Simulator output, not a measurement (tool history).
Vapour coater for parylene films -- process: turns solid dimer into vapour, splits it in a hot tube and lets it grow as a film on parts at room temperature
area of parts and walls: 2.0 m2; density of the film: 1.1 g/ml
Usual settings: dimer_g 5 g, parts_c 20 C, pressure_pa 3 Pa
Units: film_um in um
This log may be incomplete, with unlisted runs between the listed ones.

run    day  dimer_g  parts_c  pressure_pa  film_um
  1      0        5       20            3     1.66
  2  0.621        5       20            3     1.68
  3  1.162        5       20            3     1.66
  4  1.938        5       20            3     1.62
  5  2.342        5       20            3     1.62
  6  2.742        5       20         8.02     1.39
  7  3.483        5       20            3     1.62
  8  4.246        5       20            3     1.67
     4.592  -- trap's valve overhauled
  9   4.75        5       20            3     1.82
 10  5.375        2       20            3      0.7
 11  6.083        2       20            3     0.71
 12  6.596        2       20            3     0.69
 13  7.121        2       20         8.12     0.59
 14  7.546        5       20            3     1.74
 15  8.112        2       20         2.26     0.71
 16  8.712        9       25         7.39     2.49

Estimate the outcome of run 17 from the log above:
 17  9.225        9       25         7.39        ?

film_um: 2.46 um
Were there no unlogged condition in the tool, this run, its random variation unchanged, would have produced film_um 2.57 um.
